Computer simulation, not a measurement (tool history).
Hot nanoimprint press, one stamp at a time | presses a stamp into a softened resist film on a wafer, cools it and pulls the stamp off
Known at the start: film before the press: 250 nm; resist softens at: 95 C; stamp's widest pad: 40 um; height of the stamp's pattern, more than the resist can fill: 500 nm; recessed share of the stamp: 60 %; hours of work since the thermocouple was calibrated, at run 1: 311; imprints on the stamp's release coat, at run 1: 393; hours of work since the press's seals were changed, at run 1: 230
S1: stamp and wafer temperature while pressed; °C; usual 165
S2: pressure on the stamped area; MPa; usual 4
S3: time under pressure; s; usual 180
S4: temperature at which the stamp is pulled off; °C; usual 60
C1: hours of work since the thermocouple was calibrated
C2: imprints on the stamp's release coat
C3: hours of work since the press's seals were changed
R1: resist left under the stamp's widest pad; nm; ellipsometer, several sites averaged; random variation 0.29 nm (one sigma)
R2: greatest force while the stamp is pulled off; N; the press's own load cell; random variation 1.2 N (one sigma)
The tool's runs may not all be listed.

Run 1, hour 0: usual settings; C1 311; C2 393; C3 230. Result: R1 87.4 nm, R2 173 N.
Run 2, hour 75.2: usual settings but S4 61 °C; C1 352; C2 624; C3 271. Result: R1 86.5 nm, R2 173 N.
Run 3, hour 111.9: usual settings but S4 54 °C; C1 372; C2 737; C3 291. Result: R1 85.9 nm, R2 215 N.
At hour 127.3: plate thermocouple calibrated.
At hour 178.7: stamp cleaned and given a new release coat.
Run 4, hour 201.1: usual settings but S4 54 °C; C1 37; C2 69; C3 335. Result: R1 90.6 nm, R2 201 N.
Run 5, hour 243.9: usual settings; C1 61; C2 200; C3 359. Result: R1 90.8 nm, R2 173 N.
Run 6, hour 317.4: usual settings; C1 101; C2 426; C3 399. Result: R1 89.7 nm, R2 175 N.
Run 7, hour 355.9: usual settings but S3 148 s; C1 122; C2 544; C3 420. Result: R1 96.8 nm, R2 179 N.
Run 8, hour 392.2: usual settings but S2 3.51 MPa; C1 142; C2 656; C3 440. Result: R1 95.9 nm, R2 182 N.
Run 9, hour 453.9: usual settings but S1 160 °C, S2 3.51 MPa; C1 176; C2 846; C3 474. Result: R1 117.7 nm, R2 185 N.
At hour 476.7: stamp cleaned and given a new release coat.
Run 10, hour 508.3: usual settings but S1 160 °C, S2 5.06 MPa; C1 202; C2 98; C3 500. Result: R1 97.6 nm, R2 166 N.
Run 11, hour 549.2: usual settings but S1 160 °C, S2 5.06 MPa; C1 225; C2 223; C3 523. Result: R1 97.8 nm, R2 172 N.
Run 12, hour 609.8: usual settings but S1 160 °C, S2 5.06 MPa; C1 258; C2 409; C3 556. Result: R1 97.1 nm, R2 175 N.
Run 13, hour 668.1: usual settings but S1 160 °C, S2 5.06 MPa; C1 290; C2 589; C3 588. Result: R1 96.5 nm, R2 179 N.
Run 14, hour 749.9: usual settings but S1 160 °C, S2 5.06 MPa, S3 146 s; C1 335; C2 840; C3 633. Result: R1 103.1 nm, R2 183 N.
At hour 777.7: stamp cleaned and given a new release coat.
Run 15, hour 817.2: usual settings but S1 169 °C; C1 368; C2 121; C3 666. Result: R1 74.1 nm, R2 167 N.
At hour 842.2: plate thermocouple calibrated.
Run 16, hour 887.9: usual settings but S1 169 °C; C1 25; C2 330; C3 703. Result: R1 77.2 nm, R2 175 N.
Run 17, hour 960.8: usual settings but S1 164 °C, S2 5.34 MPa, S3 109 s, S4 55 °C; C1 65; C2 553; C3 743. Result: R1 98.7 nm, R2 206 N.
Run 18, hour 1024.6: usual settings but S1 164 °C, S2 5.34 MPa, S3 109 s, S4 55 °C; C1 100; C2 750; C3 778. Result: R1 97.9 nm, R2 211 N.

Run 19 comes next. What will it give?
At hour 1083.5: stamp cleaned and given a new release coat.
Run 19, hour 1090.4: usual settings but S1 164 °C, S2 5.34 MPa, S3 109 s, S4 55 °C; C1 133; C2 21; C3 811. Result: R1 ?, R2 ?.

{"run 19": {"R1": 97.7, "R2": 191}}
Without the tool's hidden state the same run would have given R1 98.4 nm, R2 195 N.
